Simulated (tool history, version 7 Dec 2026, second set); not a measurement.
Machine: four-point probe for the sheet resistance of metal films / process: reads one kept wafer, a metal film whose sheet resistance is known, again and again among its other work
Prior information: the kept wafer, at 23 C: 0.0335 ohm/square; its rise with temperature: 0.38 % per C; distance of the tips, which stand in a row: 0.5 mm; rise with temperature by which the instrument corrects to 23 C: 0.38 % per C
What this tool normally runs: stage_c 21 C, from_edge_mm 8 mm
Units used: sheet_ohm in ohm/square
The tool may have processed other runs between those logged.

run   hour  stage_c  from_edge_mm  sheet_ohm
  1    0.0       21             8   0.033571
  2   19.8       21             8   0.033558
  3   38.9       21             8   0.033570
  4   51.6       28             8   0.033579
  5   67.2       21             8   0.033561
  6   84.4       21             8   0.033574
  7  105.3       21             8   0.033569
  8  118.1       21             8   0.033569
  9  133.3       21            50   0.033499
 10  152.6       21            50   0.033501
 11  168.5       35             8   0.033550
 12  190.2       35             6   0.033620
 13  203.9       27             8   0.033562
 14  214.8       27             8   0.033558
 15  223.9       23             8   0.033562
 16  235.7       21             6   0.033617
 17  244.6       21            32   0.033503
 18  256.4       21            32   0.033492
 19  274.9       34             8   0.033573
 20  296.6       34             8   0.033574
 21  315.2       34             8   0.033577
 22  324.3       34             8   0.033587
 23  345.2       34             8   0.033558
 24  360.3       34             8   0.033559
 25  380.1       34             8   0.033554
 26  401.2       24             6   0.033625
 27  419.4       19             9   0.033546

Run 28 is up next; what results do you expect?
 28  434.8       20             5          ?

{"run 28": {"sheet_ohm": 0.033684}}
Were there no unlogged condition in the tool, this run, its random variation unchanged, would have produced sheet_ohm 0.033687 ohm/square.

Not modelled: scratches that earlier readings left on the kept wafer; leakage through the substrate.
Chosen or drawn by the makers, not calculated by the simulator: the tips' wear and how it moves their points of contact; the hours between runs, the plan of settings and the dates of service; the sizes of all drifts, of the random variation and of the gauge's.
